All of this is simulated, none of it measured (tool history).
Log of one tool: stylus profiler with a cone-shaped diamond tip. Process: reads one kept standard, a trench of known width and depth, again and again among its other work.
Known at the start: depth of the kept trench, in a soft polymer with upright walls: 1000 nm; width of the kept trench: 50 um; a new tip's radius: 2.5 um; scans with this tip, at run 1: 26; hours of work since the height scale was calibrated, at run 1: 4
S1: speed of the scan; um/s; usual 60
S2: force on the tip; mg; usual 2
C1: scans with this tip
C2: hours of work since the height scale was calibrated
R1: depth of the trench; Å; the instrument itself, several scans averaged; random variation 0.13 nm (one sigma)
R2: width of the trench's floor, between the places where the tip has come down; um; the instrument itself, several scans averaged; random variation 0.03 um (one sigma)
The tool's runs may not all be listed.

run,hour,S1,S2,C1,C2,R1,R2
1,0,60,2,26,4,10118.2,45.69
2,19.6,60,2,80,12,10117.9,45.67
3,39.5,60,1.88,135,20,10114.8,45.55
4,52.9,60,1.88,172,26,10115.9,45.61
5,76.1,60,2,236,36,10121,45.6
6,90.3,60,2,275,42,10118.7,45.58
7,107.1,60,2,321,49,10121.3,45.6
8,126,60,2,373,57,10117.9,45.51
9,148.1,60,3.29,434,66,10167.9,45.58
10,173.2,110,3.29,503,76,10169.1,45.38
11,193.2,110,3.29,558,85,10168.8,45.33
12,218.4,60,2,627,95,10120,45.44
13,244.8,60,2,700,106,10119.2,45.42
14,259.4,60,2,740,112,10117.9,45.46
15,279.9,60,2,796,121,10119.8,45.46
16,291.4,70,2,828,126,10119.5,45.4
17,315.6,70,2,894,136,10120.2,45.33
18,335.1,70,2,948,144,10118.2,45.34
19,346.4,70,2,979,149,10117.8,45.39
20,370.8,70,2.32,1046,159,10128.9,45.35
21,389.2,70,2.32,1097,166,10128.5,45.32
22,414.2,70,3.85,1165,177,10183.1,45.3
23,427.1,18,3.85,1201,182,10182.8,45.54
24,441.4,60,2,1240,188,10119.7,45.29
25,462.7,158,2,1299,197,10116.1,44.79
26,479.9,16,0.92,1346,204,10067.2,45.45
27,496,63,5.83,1390,211,10243.7,45.37
28,518.6,85,1.3,1453,220,10087.3,44.97
29,537.6,85,1.97,1505,228,10117.8,45.09
30,550.9,239,0.8,1541,234,10059.7,43.66
31,576.7,239,0.8,1612,245,10061.5,43.64
32,594.7,239,0.8,1662,252,10061.9,43.62
33,608.5,120,2.29,1700,258,10128.2,44.95
34,634.9,120,2.29,1772,269,10128.2,44.9
35,661.7,31,3.55,1846,280,10173.7,45.39
36,677.8,31,3.55,1890,287,10175.2,45.27
37,700.2,40,3.53,1952,296,10173.5,45.3
38,714.9,55,4.56,1992,302,10209.2,45.25
39,736.2,55,4.56,2051,311,10205.5,45.2
40,751.1,55,4.56,2092,317,10205.2,45.16
41,763.4,55,4.56,2126,322,10205.9,45.16
42,787.3,55,4.56,2192,332,10208.1,45.09
43,798.3,77,0.8,2222,337,10062.8,44.71
44,823.2,167,1.17,2290,347,10080.9,44.25
45,845.2,60,5.39,2351,357,10230.4,45.1
46,863,112,2.28,2400,364,10128.1,44.75
47,881,215,5.28,2449,371,10226.9,44.61

Forecast each of these 3 alternatives for the next run:
A,894.2,102,3.8,2485,377,?,?
B,894.2,215,1.79,2485,377,?,?
C,894.2,35,0.93,2485,377,?,?

run,R1,R2
A,10179.4,44.95
B,10108.2,44.17
C,10066.9,45.04
Without the tool's hidden state the same runs would have given:
run,R1,R2
A,10185.5,45.69
B,10114.4,44.91
C,10073,45.77
